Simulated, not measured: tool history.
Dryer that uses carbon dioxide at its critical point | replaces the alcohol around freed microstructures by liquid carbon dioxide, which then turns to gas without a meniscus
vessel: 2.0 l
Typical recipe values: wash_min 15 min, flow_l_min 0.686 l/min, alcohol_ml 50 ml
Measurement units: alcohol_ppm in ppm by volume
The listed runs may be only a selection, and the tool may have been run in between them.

Run 1, day 0.000: usual settings. Result: alcohol_ppm 320 ppm by volume.
Run 2, day 0.542: usual settings. Result: alcohol_ppm 303 ppm by volume.
Run 3, day 1.238: usual settings but wash_min 21 min. Result: alcohol_ppm 67 ppm by volume.
Run 4, day 1.821: usual settings. Result: alcohol_ppm 326 ppm by volume.
Run 5, day 2.212: usual settings. Result: alcohol_ppm 325 ppm by volume.
Run 6, day 2.733: usual settings. Result: alcohol_ppm 320 ppm by volume.
Run 7, day 3.067: usual settings. Result: alcohol_ppm 329 ppm by volume.
Run 8, day 3.604: usual settings. Result: alcohol_ppm 327 ppm by volume.
Run 9, day 4.100: usual settings. Result: alcohol_ppm 340 ppm by volume.
Run 10, day 4.858: usual settings but flow_l_min 1.021 l/min. Result: alcohol_ppm 60 ppm by volume.
Run 11, day 5.433: usual settings. Result: alcohol_ppm 328 ppm by volume.
Run 12, day 5.888: usual settings but wash_min 19 min. Result: alcohol_ppm 110 ppm by volume.
Run 13, day 6.358: usual settings but wash_min 19 min. Result: alcohol_ppm 119 ppm by volume.
Run 14, day 6.862: usual settings but wash_min 19 min. Result: alcohol_ppm 108 ppm by volume.
Run 15, day 7.608: usual settings but wash_min 18 min. Result: alcohol_ppm 153 ppm by volume.
Run 16, day 8.154: usual settings but wash_min 18 min. Result: alcohol_ppm 153 ppm by volume.
Run 17, day 8.596: usual settings but wash_min 22 min, flow_l_min 0.959 l/min, alcohol_ml 62 ml. Result: alcohol_ppm 21 ppm by volume.
Run 18, day 9.333: usual settings but wash_min 22 min, flow_l_min 0.959 l/min, alcohol_ml 62 ml. Result: alcohol_ppm 20 ppm by volume.
Run 19, day 9.721: usual settings but flow_l_min 0.959 l/min, alcohol_ml 43 ml. Result: alcohol_ppm 63 ppm by volume.
Run 20, day 10.450: usual settings but wash_min 14 min, alcohol_ml 105 ml. Result: alcohol_ppm 970 ppm by volume.
Run 21, day 11.167: usual settings but alcohol_ml 31 ml. Result: alcohol_ppm 236 ppm by volume.
Run 22, day 11.767: usual settings but wash_min 21 min, flow_l_min 0.800 l/min, alcohol_ml 27 ml. Result: alcohol_ppm 24 ppm by volume.
Run 23, day 12.446: usual settings but wash_min 21 min, flow_l_min 0.833 l/min, alcohol_ml 67 ml. Result: alcohol_ppm 37 ppm by volume.
Run 24, day 13.062: usual settings but alcohol_ml 43 ml. Result: alcohol_ppm 319 ppm by volume.
Run 25, day 13.392: usual settings but alcohol_ml 47 ml. Result: alcohol_ppm 354 ppm by volume.

What if the next run were any one of these 5? Each begins from the tool's condition after run 25:
Run A, day 13.783: usual settings but flow_l_min 0.595 l/min, alcohol_ml 34 ml. Result: alcohol_ppm ?.
Run B, day 13.783: usual settings but wash_min 13 min, flow_l_min 0.775 l/min, alcohol_ml 31 ml. Result: alcohol_ppm ?.
Run C, day 13.783: usual settings but wash_min 12 min, alcohol_ml 60 ml. Result: alcohol_ppm ?.
Run D, day 13.783: usual settings but flow_l_min 0.949 l/min, alcohol_ml 93 ml. Result: alcohol_ppm ?.
Run E, day 13.783: usual settings but wash_min 10 min, alcohol_ml 47 ml. Result: alcohol_ppm ?.

run  alcohol_ppm
  A          440
  B          263
  C         1028
  D          167
  E         1414
Had the tool no hidden state, the same runs would have come out as:
run  alcohol_ppm
  A          343
  B          196
  C          823
  D          113
  E         1178
